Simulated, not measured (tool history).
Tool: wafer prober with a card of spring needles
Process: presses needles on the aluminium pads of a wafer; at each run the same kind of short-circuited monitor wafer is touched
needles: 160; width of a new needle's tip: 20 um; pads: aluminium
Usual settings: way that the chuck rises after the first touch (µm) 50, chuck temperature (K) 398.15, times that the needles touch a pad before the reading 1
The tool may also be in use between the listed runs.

run	hour	way that the chuck rises after the first touch (µm)	chuck temperature (K)	times that the needles touch a pad before the reading	resistance of one needle with its contact and lead (mohm)	way that a needle slides on the pad (µm)
1	0	50	398.15	1	261	7.69
# hour 1.4: tips cleaned on abrasive film
# hour 4.3: tips cleaned on abrasive film
# hour 7.8: tips cleaned on abrasive film
2	9.1	50	398.15	1	266	7.73
# hour 11.2: tips cleaned on abrasive film
# hour 14.7: tips cleaned on abrasive film
# hour 18.2: tips cleaned on abrasive film
3	20.5	50	398.15	1	262	7.73
# hour 21.3: tips cleaned on abrasive film
# hour 24.9: tips cleaned on abrasive film
4	27.5	50	398.15	1	259	7.72
# hour 28.3: tips cleaned on abrasive film
# hour 31.9: tips cleaned on abrasive film
# hour 35.4: tips cleaned on abrasive film
5	35.5	50	398.15	1	261	7.76
# hour 38.4: tips cleaned on abrasive film
# hour 41.2: tips cleaned on abrasive film
# hour 44.7: tips cleaned on abrasive film
# hour 48.2: tips cleaned on abrasive film
6	50.8	50	398.15	1	262	7.64
# hour 51.6: tips cleaned on abrasive film
# hour 55: tips cleaned on abrasive film
# hour 58.5: tips cleaned on abrasive film
# hour 62: tips cleaned on abrasive film
7	64.2	50	398.15	1	263	7.74
# hour 65: tips cleaned on abrasive film
# hour 68.5: tips cleaned on abrasive film
# hour 72: tips cleaned on abrasive film
8	72.3	50	398.15	1	258	7.67
# hour 75.1: tips cleaned on abrasive film
# hour 76.1: height of the first contact set anew
# hour 78.8: tips cleaned on abrasive film
9	80.2	50	398.15	1	260	7.78
# hour 81.7: tips cleaned on abrasive film
# hour 85.2: tips cleaned on abrasive film
10	87	50	398.15	1	266	7.78
# hour 88.4: tips cleaned on abrasive film
# hour 91.9: tips cleaned on abrasive film
# hour 95.4: tips cleaned on abrasive film
11	97.8	50	398.15	1	266	7.72
# hour 98.6: tips cleaned on abrasive film
# hour 102.1: tips cleaned on abrasive film
# hour 105.6: tips cleaned on abrasive film
# hour 109.1: tips cleaned on abrasive film
# hour 112.2: tips cleaned on abrasive film
12	112.2	50	398.15	2	259	7.8
# hour 115.1: tips cleaned on abrasive film
# hour 118.5: tips cleaned on abrasive film
13	119.7	50	398.15	2	264	7.78
# hour 121.8: tips cleaned on abrasive film
# hour 125.3: tips cleaned on abrasive film
# hour 128.8: tips cleaned on abrasive film
14	129.4	50	398.15	2	265	7.77
# hour 132.2: tips cleaned on abrasive film
# hour 135.7: tips cleaned on abrasive film
15	137.9	50	398.15	1	262	7.72
# hour 138.7: tips cleaned on abrasive film
# hour 141.5: tips cleaned on abrasive film
# hour 145.1: tips cleaned on abrasive film
16	147.4	36	398.15	1	274	5.65
# hour 148.2: tips cleaned on abrasive film
# hour 151: tips cleaned on abrasive film
# hour 154.6: tips cleaned on abrasive film
17	154.7	34	398.15	1	270	5.23
# hour 157.5: tips cleaned on abrasive film
# hour 161: tips cleaned on abrasive film
# hour 163.9: tips cleaned on abrasive film
# hour 167.3: tips cleaned on abrasive film
18	167.3	32	355.15	1	263	5.02
# hour 170.2: tips cleaned on abrasive film
# hour 173: tips cleaned on abrasive film
19	174.9	37	388.15	1	268	5.77
# hour 176.3: tips cleaned on abrasive film
# hour 179.7: tips cleaned on abrasive film
# hour 183.3: tips cleaned on abrasive film
20	183.9	37	388.15	1	267	5.77
# hour 186.7: tips cleaned on abrasive film
# hour 190.2: tips cleaned on abrasive film
21	191.6	37	388.15	1	267	5.65
# hour 193.7: tips cleaned on abrasive film
# hour 197.2: tips cleaned on abrasive film
# hour 200.1: tips cleaned on abrasive film
22	201.5	52	357.15	1	252	8.05
# hour 202.9: tips cleaned on abrasive film
# hour 206.4: tips cleaned on abrasive film
# hour 209.8: tips cleaned on abrasive film
23	209.8	58	398.15	2	261	9.04
# hour 212.7: tips cleaned on abrasive film
# hour 216.1: tips cleaned on abrasive film
24	216.7	58	398.15	2	256	9.06

The next listed run, before its measurement:
# hour 219.4: tips cleaned on abrasive film
# hour 222.9: tips cleaned on abrasive film
25	225.5	58	374.15	2	?	?

resistance of one needle with its contact and lead (mohm): 253
way that a needle slides on the pad (µm): 8.94
Without the tool's hidden state the same run would have given resistance of one needle with its contact and lead (mohm) 253, way that a needle slides on the pad (µm) 8.94.

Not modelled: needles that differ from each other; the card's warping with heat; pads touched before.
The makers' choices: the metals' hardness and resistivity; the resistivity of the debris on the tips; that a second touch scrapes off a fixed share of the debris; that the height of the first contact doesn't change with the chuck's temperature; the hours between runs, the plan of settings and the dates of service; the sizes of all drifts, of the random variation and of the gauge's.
